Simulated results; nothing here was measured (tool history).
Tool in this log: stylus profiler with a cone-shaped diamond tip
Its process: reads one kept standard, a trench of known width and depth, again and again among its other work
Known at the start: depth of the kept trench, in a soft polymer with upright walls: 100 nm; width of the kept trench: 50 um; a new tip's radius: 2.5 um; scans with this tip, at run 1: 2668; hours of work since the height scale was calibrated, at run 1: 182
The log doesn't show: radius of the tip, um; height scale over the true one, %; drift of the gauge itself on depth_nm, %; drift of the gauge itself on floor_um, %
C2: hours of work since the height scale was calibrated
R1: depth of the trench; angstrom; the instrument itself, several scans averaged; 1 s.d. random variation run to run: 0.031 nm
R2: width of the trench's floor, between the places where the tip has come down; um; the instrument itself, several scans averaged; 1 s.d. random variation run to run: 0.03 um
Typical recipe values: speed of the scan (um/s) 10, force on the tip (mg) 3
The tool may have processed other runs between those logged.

{"run": 1, "day": 0.0, "speed of the scan (um/s)": 10, "force on the tip (mg)": 3, "scans with this tip": 2668, "C2": 182, "R1": 1016.9, "R2": 48.38}
{"run": 2, "day": 0.492, "speed of the scan (um/s)": 10, "force on the tip (mg)": 3, "scans with this tip": 2799, "C2": 190, "R1": 1016.9, "R2": 48.41}
{"run": 3, "day": 1.167, "speed of the scan (um/s)": 10, "force on the tip (mg)": 3, "scans with this tip": 2980, "C2": 203, "R1": 1016.4, "R2": 48.49}
{"run": 4, "day": 1.979, "speed of the scan (um/s)": 10, "force on the tip (mg)": 3, "scans with this tip": 3198, "C2": 218, "R1": 1016.2, "R2": 48.41}
{"run": 5, "day": 2.838, "speed of the scan (um/s)": 21, "force on the tip (mg)": 3, "scans with this tip": 3428, "C2": 233, "R1": 1016.6, "R2": 48.33}
{"run": 6, "day": 3.542, "speed of the scan (um/s)": 10, "force on the tip (mg)": 1.48, "scans with this tip": 3617, "C2": 246, "R1": 1010.3, "R2": 48.4}
{"run": 7, "day": 4.067, "speed of the scan (um/s)": 10, "force on the tip (mg)": 1.48, "scans with this tip": 3758, "C2": 256, "R1": 1010.2, "R2": 48.37}
{"run": 8, "day": 4.925, "speed of the scan (um/s)": 10, "force on the tip (mg)": 3, "scans with this tip": 3988, "C2": 271, "R1": 1016.3, "R2": 48.39}
{"run": 9, "day": 5.854, "speed of the scan (um/s)": 10, "force on the tip (mg)": 3, "scans with this tip": 4236, "C2": 288, "R1": 1016.3, "R2": 48.41}
{"run": 10, "day": 6.725, "speed of the scan (um/s)": 10, "force on the tip (mg)": 3, "scans with this tip": 4469, "C2": 304, "R1": 1016.4, "R2": 48.36}
{"run": 11, "day": 7.471, "speed of the scan (um/s)": 10, "force on the tip (mg)": 3, "scans with this tip": 4670, "C2": 318, "R1": 1016.4, "R2": 48.37}
{"run": 12, "day": 8.429, "speed of the scan (um/s)": 10, "force on the tip (mg)": 3, "scans with this tip": 4927, "C2": 335, "R1": 1016.1, "R2": 48.35}
{"run": 13, "day": 9.108, "speed of the scan (um/s)": 10, "force on the tip (mg)": 3, "scans with this tip": 5108, "C2": 348, "R1": 1015.9, "R2": 48.35}
{"run": 14, "day": 10.0, "speed of the scan (um/s)": 10, "force on the tip (mg)": 3.94, "scans with this tip": 5347, "C2": 364, "R1": 1019.9, "R2": 48.31}
{"run": 15, "day": 10.908, "speed of the scan (um/s)": 18, "force on the tip (mg)": 3, "scans with this tip": 5591, "C2": 380, "R1": 1015.9, "R2": 48.28}
{"run": 16, "day": 11.442, "speed of the scan (um/s)": 10, "force on the tip (mg)": 7.05, "scans with this tip": 5734, "C2": 390, "R1": 1029.4, "R2": 48.37}
{"run": 17, "day": 12.188, "speed of the scan (um/s)": 24, "force on the tip (mg)": 3, "scans with this tip": 5933, "C2": 404, "R1": 1015.8, "R2": 48.26}
{"run": 18, "day": 13.108, "speed of the scan (um/s)": 24, "force on the tip (mg)": 3, "scans with this tip": 6181, "C2": 421, "R1": 1015.6, "R2": 48.22}
{"run": 19, "day": 13.621, "speed of the scan (um/s)": 24, "force on the tip (mg)": 3, "scans with this tip": 6317, "C2": 430, "R1": 1016, "R2": 48.2}
{"run": 20, "day": 14.083, "speed of the scan (um/s)": 24, "force on the tip (mg)": 3, "scans with this tip": 6442, "C2": 438, "R1": 1015.2, "R2": 48.22}
{"run": 21, "day": 14.962, "speed of the scan (um/s)": 24, "force on the tip (mg)": 3, "scans with this tip": 6678, "C2": 454, "R1": 1015.3, "R2": 48.21}
{"run": 22, "day": 15.758, "speed of the scan (um/s)": 6, "force on the tip (mg)": 3, "scans with this tip": 6890, "C2": 469, "R1": 1015.1, "R2": 48.3}
{"run": 23, "day": 16.317, "speed of the scan (um/s)": 6, "force on the tip (mg)": 3, "scans with this tip": 7040, "C2": 479, "R1": 1015.3, "R2": 48.3}
{"run": 24, "day": 17.246, "speed of the scan (um/s)": 6, "force on the tip (mg)": 1.07, "scans with this tip": 7289, "C2": 496, "R1": 1006.8, "R2": 48.28}
{"run": 25, "day": 18.054, "speed of the scan (um/s)": 9, "force on the tip (mg)": 1.75, "scans with this tip": 7505, "C2": 511, "R1": 1010, "R2": 48.19}
{"run": 26, "day": 18.612, "speed of the scan (um/s)": 9, "force on the tip (mg)": 1.75, "scans with this tip": 7655, "C2": 521, "R1": 1010.7, "R2": 48.23}
{"run": 27, "day": 19.175, "speed of the scan (um/s)": 20, "force on the tip (mg)": 4.62, "scans with this tip": 7807, "C2": 531, "R1": 1020.8, "R2": 48.2}
{"run": 28, "day": 19.871, "speed of the scan (um/s)": 2, "force on the tip (mg)": 3.01, "scans with this tip": 7993, "C2": 544, "R1": 1015.9, "R2": 48.29}
{"run": 29, "day": 20.562, "speed of the scan (um/s)": 4, "force on the tip (mg)": 1.66, "scans with this tip": 8178, "C2": 557, "R1": 1009.8, "R2": 48.25}
{"run": 30, "day": 21.167, "speed of the scan (um/s)": 3, "force on the tip (mg)": 7.36, "scans with this tip": 8340, "C2": 568, "R1": 1029.3, "R2": 48.27}
{"run": 31, "day": 21.7, "speed of the scan (um/s)": 8, "force on the tip (mg)": 3, "scans with this tip": 8482, "C2": 577, "R1": 1015.9, "R2": 48.27}
{"run": 32, "day": 22.429, "speed of the scan (um/s)": 25, "force on the tip (mg)": 1.35, "scans with this tip": 8678, "C2": 591, "R1": 1007.8, "R2": 48.03}
{"run": 33, "day": 23.017, "speed of the scan (um/s)": 5, "force on the tip (mg)": 2.88, "scans with this tip": 8836, "C2": 601, "R1": 1015.3, "R2": 48.22}
{"run": 34, "day": 23.462, "speed of the scan (um/s)": 3, "force on the tip (mg)": 2.42, "scans with this tip": 8955, "C2": 609, "R1": 1013.1, "R2": 48.21}
{"run": 35, "day": 23.896, "speed of the scan (um/s)": 3, "force on the tip (mg)": 2.42, "scans with this tip": 9072, "C2": 617, "R1": 1012.4, "R2": 48.23}
{"run": 36, "day": 24.438, "speed of the scan (um/s)": 3, "force on the tip (mg)": 2.42, "scans with this tip": 9216, "C2": 627, "R1": 1012.6, "R2": 48.25}
{"run": 37, "day": 25.104, "speed of the scan (um/s)": 3, "force on the tip (mg)": 4.35, "scans with this tip": 9395, "C2": 639, "R1": 1020, "R2": 48.32}
{"run": 38, "day": 25.75, "speed of the scan (um/s)": 5, "force on the tip (mg)": 3.6, "scans with this tip": 9568, "C2": 651, "R1": 1016.9, "R2": 48.2}
{"run": 39, "day": 26.321, "speed of the scan (um/s)": 5, "force on the tip (mg)": 3.6, "scans with this tip": 9721, "C2": 662, "R1": 1017.3, "R2": 48.26}
{"run": 40, "day": 26.775, "speed of the scan (um/s)": 10, "force on the tip (mg)": 3.93, "scans with this tip": 9842, "C2": 670, "R1": 1018.9, "R2": 48.2}
{"run": 41, "day": 27.275, "speed of the scan (um/s)": 10, "force on the tip (mg)": 2.71, "scans with this tip": 9976, "C2": 679, "R1": 1014.7, "R2": 48.14}
{"run": 42, "day": 28.067, "speed of the scan (um/s)": 2, "force on the tip (mg)": 2.71, "scans with this tip": 10188, "C2": 693, "R1": 1013, "R2": 48.23}
{"run": 43, "day": 28.679, "speed of the scan (um/s)": 2, "force on the tip (mg)": 2.71, "scans with this tip": 10353, "C2": 705, "R1": 1014.2, "R2": 48.19}
{"run": 44, "day": 29.608, "speed of the scan (um/s)": 10, "force on the tip (mg)": 4.34, "scans with this tip": 10602, "C2": 722, "R1": 1019.6, "R2": 48.22}
{"run": 45, "day": 30.104, "speed of the scan (um/s)": 30, "force on the tip (mg)": 2.29, "scans with this tip": 10735, "C2": 731, "R1": 1012.1, "R2": 48.01}
{"run": 46, "day": 31.058, "speed of the scan (um/s)": 5, "force on the tip (mg)": 3, "scans with this tip": 10991, "C2": 748, "R1": 1014.4, "R2": 48.18}
{"run": 47, "day": 31.479, "speed of the scan (um/s)": 5, "force on the tip (mg)": 3, "scans with this tip": 11103, "C2": 756, "R1": 1014.4, "R2": 48.19}

Consider 3 possible next runs. They are alternatives, not a sequence: every one starts from the tool as it was left by run 47. What does each give?
{"run": "A", "day": 32.221, "speed of the scan (um/s)": 10, "force on the tip (mg)": 2.24, "scans with this tip": 11302, "C2": 769, "R1": "?", "R2": "?"}
{"run": "B", "day": 32.221, "speed of the scan (um/s)": 21, "force on the tip (mg)": 3, "scans with this tip": 11302, "C2": 769, "R1": "?", "R2": "?"}
{"run": "C", "day": 32.221, "speed of the scan (um/s)": 7, "force on the tip (mg)": 4.1, "scans with this tip": 11302, "C2": 769, "R1": "?", "R2": "?"}

run=A R1=1011.5 R2=48.07
run=B R1=1014.5 R2=48.06
run=C R1=1019 R2=48.21
With no hidden state in the tool, these same runs would have given:
run=A R1=1014.1 R2=48.49
run=B R1=1017.2 R2=48.48
run=C R1=1021.6 R2=48.62
